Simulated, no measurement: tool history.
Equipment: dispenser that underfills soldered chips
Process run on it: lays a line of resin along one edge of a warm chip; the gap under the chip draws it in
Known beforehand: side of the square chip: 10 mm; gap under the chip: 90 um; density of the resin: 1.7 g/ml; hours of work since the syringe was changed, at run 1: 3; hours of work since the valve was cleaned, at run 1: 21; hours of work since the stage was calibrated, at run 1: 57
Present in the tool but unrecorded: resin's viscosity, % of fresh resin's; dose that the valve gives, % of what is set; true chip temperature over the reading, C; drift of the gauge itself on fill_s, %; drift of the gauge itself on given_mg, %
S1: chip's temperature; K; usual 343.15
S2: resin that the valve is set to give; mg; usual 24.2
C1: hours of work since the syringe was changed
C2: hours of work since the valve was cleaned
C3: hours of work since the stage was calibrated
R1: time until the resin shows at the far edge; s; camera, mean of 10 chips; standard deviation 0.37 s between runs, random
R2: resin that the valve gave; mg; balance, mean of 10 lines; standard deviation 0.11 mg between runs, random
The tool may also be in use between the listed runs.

run,hour,S1,S2,C1,C2,C3,R1,R2
1,0.0,343.15,24.2,3,21,57,26.3,23.91
2,5.4,343.15,24.2,8,25,61,34.0,23.76
# hour 9.0: new syringe of resin
3,13.0,343.15,24.1,3,31,67,27.1,23.34
4,20.4,343.15,24.1,9,37,72,37.0,23.06
# hour 21.8: new syringe of resin
5,27.0,350.15,24.2,4,42,78,19.8,23.23
# hour 35.6: new syringe of resin
6,37.0,350.15,24.2,1,50,85,16.7,23.16
7,42.2,343.15,24.2,5,54,89,30.6,23.14
8,47.5,343.15,24.2,9,58,94,37.8,23.15
# hour 48.9: new syringe of resin
9,57.6,343.15,27.0,7,66,101,32.6,25.25
# hour 62.4: new syringe of resin
10,70.4,343.15,27.0,6,76,111,31.0,25.12
# hour 75.9: new syringe of resin
11,82.1,343.15,24.2,5,85,121,30.7,22.33
# hour 89.3: new syringe of resin
12,94.8,339.15,24.2,4,95,130,34.2,22.09
# hour 102.2: new syringe of resin
13,104.0,339.15,24.2,1,102,137,29.3,21.84
14,109.4,339.15,24.2,6,106,142,37.8,21.84
# hour 115.5: new syringe of resin
15,118.1,339.15,24.2,2,113,148,29.9,21.75
# hour 128.9: new syringe of resin
16,131.0,343.15,23.8,2,123,159,25.4,21.11
17,136.4,343.15,23.8,6,127,163,31.5,20.88
# hour 142.6: new syringe of resin
18,142.6,336.15,23.6,0,132,167,31.2,20.65
# hour 144.7: dispensing valve cleaned and set on the balance
19,155.5,340.15,24.6,9,9,177,44.5,24.36
# hour 156.8: new syringe of resin
20,161.8,340.15,24.6,4,13,182,31.6,24.57
# hour 170.0: new syringe of resin
21,173.6,335.15,30.9,3,23,191,38.1,30.29
22,179.6,334.15,22.5,8,27,196,54.0,21.92
# hour 183.2: new syringe of resin
23,185.6,347.15,24.5,2,32,200,20.9,23.84
24,193.7,347.15,28.0,8,38,207,30.8,26.95
# hour 195.9: new syringe of resin
25,202.5,347.15,28.0,5,45,213,24.9,26.88
# hour 209.2: new syringe of resin
26,214.4,334.15,28.1,4,54,223,42.9,26.61
# hour 222.6: new syringe of resin
27,226.5,334.15,28.1,3,64,232,42.2,26.52
28,232.4,334.15,26.4,8,68,237,54.9,24.74
# hour 235.5: new syringe of resin
29,239.9,335.15,25.3,3,74,243,40.7,23.63
# hour 248.8: new syringe of resin
30,249.1,335.15,25.3,0,81,250,32.8,23.45
31,259.8,330.15,22.7,9,90,258,71.4,20.88
# hour 262.2: new syringe of resin
32,266.5,330.15,22.7,3,95,263,52.0,20.61
# hour 275.8: new syringe of resin
33,277.0,330.15,22.7,1,103,271,46.4,20.56

Pick out some run-to-run changes in R1. Of each, how much would a tool without hidden state show as well, from the settings, what came in and chance, and how much is left for the hidden state and any gauge scatter not in both results compared?
Run 18 -> 19: S1 336.15 -> 340.15, S2 23.6 -> 24.6, dispensing valve cleaned and set on the balance. R1 +13.3 s: hidden state +18.2, all else -4.9.
Run 22 -> 23: S1 334.15 -> 347.15, S2 22.5 -> 24.5, new syringe of resin. R1 -33.1 s: hidden state -18.2, all else -14.9.
Run 30 -> 31: S1 335.15 -> 330.15, S2 25.3 -> 22.7. R1 +38.6 s: hidden state +29.5, all else +9.1.
Run 31 -> 32: new syringe of resin. R1 -19.4 s: hidden state -19.2, all else -0.2.
